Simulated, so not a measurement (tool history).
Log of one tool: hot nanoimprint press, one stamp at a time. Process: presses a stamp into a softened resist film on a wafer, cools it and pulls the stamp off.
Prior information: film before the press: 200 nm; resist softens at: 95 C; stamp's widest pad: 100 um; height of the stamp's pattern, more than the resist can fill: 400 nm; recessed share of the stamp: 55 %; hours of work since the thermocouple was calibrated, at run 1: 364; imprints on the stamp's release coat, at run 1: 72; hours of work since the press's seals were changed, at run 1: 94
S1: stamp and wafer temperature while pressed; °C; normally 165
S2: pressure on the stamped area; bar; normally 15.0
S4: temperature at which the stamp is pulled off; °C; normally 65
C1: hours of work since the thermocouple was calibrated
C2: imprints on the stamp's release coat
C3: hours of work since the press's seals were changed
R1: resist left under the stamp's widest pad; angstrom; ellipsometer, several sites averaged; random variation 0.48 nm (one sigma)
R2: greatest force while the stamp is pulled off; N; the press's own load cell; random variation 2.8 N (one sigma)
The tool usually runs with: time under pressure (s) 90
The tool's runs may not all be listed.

{"run": 1, "hour": 0.0, "S1": 165, "S2": 15.0, "time under pressure (s)": 90, "S4": 65, "C1": 364, "C2": 72, "C3": 94, "R1": 746, "R2": 139}
{"run": 2, "hour": 20.0, "S1": 165, "S2": 15.0, "time under pressure (s)": 90, "S4": 65, "C1": 374, "C2": 146, "C3": 105, "R1": 748, "R2": 142}
{"run": 3, "hour": 52.0, "S1": 165, "S2": 20.2, "time under pressure (s)": 90, "S4": 65, "C1": 391, "C2": 264, "C3": 121, "R1": 633, "R2": 143}
{"run": 4, "hour": 71.4, "S1": 165, "S2": 20.2, "time under pressure (s)": 90, "S4": 65, "C1": 401, "C2": 336, "C3": 131, "R1": 635, "R2": 150}
{"run": 5, "hour": 100.0, "S1": 165, "S2": 15.0, "time under pressure (s)": 90, "S4": 65, "C1": 416, "C2": 441, "C3": 146, "R1": 749, "R2": 155}
{"run": 6, "hour": 123.0, "S1": 165, "S2": 15.0, "time under pressure (s)": 90, "S4": 65, "C1": 427, "C2": 526, "C3": 157, "R1": 747, "R2": 149}
{"run": 7, "hour": 154.0, "S1": 165, "S2": 15.0, "time under pressure (s)": 90, "S4": 65, "C1": 443, "C2": 641, "C3": 173, "R1": 746, "R2": 155}
{"run": 8, "hour": 167.7, "S1": 165, "S2": 15.0, "time under pressure (s)": 90, "S4": 65, "C1": 450, "C2": 692, "C3": 180, "R1": 740, "R2": 157}
{"run": 9, "hour": 197.0, "S1": 165, "S2": 15.0, "time under pressure (s)": 90, "S4": 65, "C1": 465, "C2": 800, "C3": 195, "R1": 742, "R2": 161}
{"run": 10, "hour": 224.1, "S1": 165, "S2": 18.1, "time under pressure (s)": 90, "S4": 65, "C1": 479, "C2": 901, "C3": 209, "R1": 680, "R2": 170}
{"hour": 233.2, "done": "stamp cleaned and given a new release coat"}
{"run": 11, "hour": 261.5, "S1": 165, "S2": 15.0, "time under pressure (s)": 90, "S4": 65, "C1": 495, "C2": 105, "C3": 226, "R1": 735, "R2": 142}
{"run": 12, "hour": 283.9, "S1": 165, "S2": 15.0, "time under pressure (s)": 90, "S4": 65, "C1": 507, "C2": 187, "C3": 237, "R1": 732, "R2": 146}
{"run": 13, "hour": 304.2, "S1": 165, "S2": 17.3, "time under pressure (s)": 90, "S4": 65, "C1": 517, "C2": 262, "C3": 247, "R1": 685, "R2": 148}
{"run": 14, "hour": 332.2, "S1": 165, "S2": 15.0, "time under pressure (s)": 90, "S4": 65, "C1": 532, "C2": 366, "C3": 262, "R1": 738, "R2": 147}
{"run": 15, "hour": 352.3, "S1": 165, "S2": 15.0, "time under pressure (s)": 90, "S4": 65, "C1": 542, "C2": 440, "C3": 272, "R1": 737, "R2": 151}
{"run": 16, "hour": 382.6, "S1": 165, "S2": 15.0, "time under pressure (s)": 90, "S4": 65, "C1": 558, "C2": 552, "C3": 288, "R1": 731, "R2": 152}
{"run": 17, "hour": 398.2, "S1": 165, "S2": 15.0, "time under pressure (s)": 90, "S4": 65, "C1": 566, "C2": 610, "C3": 296, "R1": 728, "R2": 154}
{"hour": 404.9, "done": "plate thermocouple calibrated"}
{"run": 18, "hour": 426.1, "S1": 177, "S2": 15.0, "time under pressure (s)": 69, "S4": 65, "C1": 11, "C2": 702, "C3": 309, "R1": 519, "R2": 154}
{"run": 19, "hour": 441.8, "S1": 167, "S2": 15.0, "time under pressure (s)": 69, "S4": 52, "C1": 19, "C2": 760, "C3": 317, "R1": 793, "R2": 178}
{"run": 20, "hour": 462.6, "S1": 177, "S2": 11.5, "time under pressure (s)": 69, "S4": 52, "C1": 30, "C2": 837, "C3": 327, "R1": 602, "R2": 186}
{"hour": 490.6, "done": "stamp cleaned and given a new release coat"}
{"run": 21, "hour": 492.5, "S1": 165, "S2": 21.7, "time under pressure (s)": 90, "S4": 65, "C1": 42, "C2": 7, "C3": 340, "R1": 650, "R2": 141}
{"run": 22, "hour": 522.8, "S1": 165, "S2": 15.0, "time under pressure (s)": 90, "S4": 52, "C1": 57, "C2": 119, "C3": 355, "R1": 778, "R2": 163}
{"run": 23, "hour": 540.9, "S1": 165, "S2": 15.0, "time under pressure (s)": 90, "S4": 52, "C1": 67, "C2": 186, "C3": 364, "R1": 790, "R2": 165}
{"run": 24, "hour": 561.3, "S1": 166, "S2": 15.0, "time under pressure (s)": 99, "S4": 65, "C1": 77, "C2": 261, "C3": 375, "R1": 715, "R2": 151}
{"run": 25, "hour": 592.1, "S1": 166, "S2": 16.7, "time under pressure (s)": 99, "S4": 70, "C1": 93, "C2": 375, "C3": 391, "R1": 682, "R2": 143}
{"run": 26, "hour": 606.3, "S1": 166, "S2": 15.3, "time under pressure (s)": 94, "S4": 65, "C1": 100, "C2": 427, "C3": 398, "R1": 736, "R2": 146}
{"run": 27, "hour": 632.1, "S1": 171, "S2": 14.1, "time under pressure (s)": 171, "S4": 65, "C1": 114, "C2": 523, "C3": 411, "R1": 478, "R2": 153}
{"run": 28, "hour": 658.6, "S1": 171, "S2": 14.1, "time under pressure (s)": 171, "S4": 65, "C1": 127, "C2": 621, "C3": 425, "R1": 484, "R2": 157}
{"run": 29, "hour": 677.3, "S1": 156, "S2": 14.1, "time under pressure (s)": 157, "S4": 65, "C1": 137, "C2": 690, "C3": 434, "R1": 991, "R2": 160}
{"run": 30, "hour": 704.5, "S1": 156, "S2": 14.1, "time under pressure (s)": 157, "S4": 65, "C1": 151, "C2": 791, "C3": 448, "R1": 983, "R2": 157}

Below are 4 alternative next runs, each starting from the tool's condition after run 30. Predict each:
{"hour": 742.7, "done": "stamp cleaned and given a new release coat"}
{"run": "A", "hour": 742.8, "S1": 165, "S2": 13.3, "time under pressure (s)": 90, "S4": 65, "C1": 167, "C2": 0, "C3": 465, "R1": "?", "R2": "?"}
{"hour": 742.7, "done": "stamp cleaned and given a new release coat"}
{"run": "B", "hour": 742.8, "S1": 165, "S2": 15.0, "time under pressure (s)": 131, "S4": 65, "C1": 167, "C2": 0, "C3": 465, "R1": "?", "R2": "?"}
{"hour": 742.7, "done": "stamp cleaned and given a new release coat"}
{"run": "C", "hour": 742.8, "S1": 156, "S2": 10.7, "time under pressure (s)": 157, "S4": 65, "C1": 167, "C2": 0, "C3": 465, "R1": "?", "R2": "?"}
{"hour": 742.7, "done": "stamp cleaned and given a new release coat"}
{"run": "D", "hour": 742.8, "S1": 154, "S2": 15.0, "time under pressure (s)": 90, "S4": 65, "C1": 167, "C2": 0, "C3": 465, "R1": "?", "R2": "?"}

run=A R1=824 R2=147
run=B R1=671 R2=143
run=C R1=1111 R2=143
run=D R1=1248 R2=141
Stripped of hidden state, with their random variation kept, the same runs would have yielded:
run=A R1=818 R2=147
run=B R1=665 R2=143
run=C R1=1108 R2=143
run=D R1=1241 R2=141
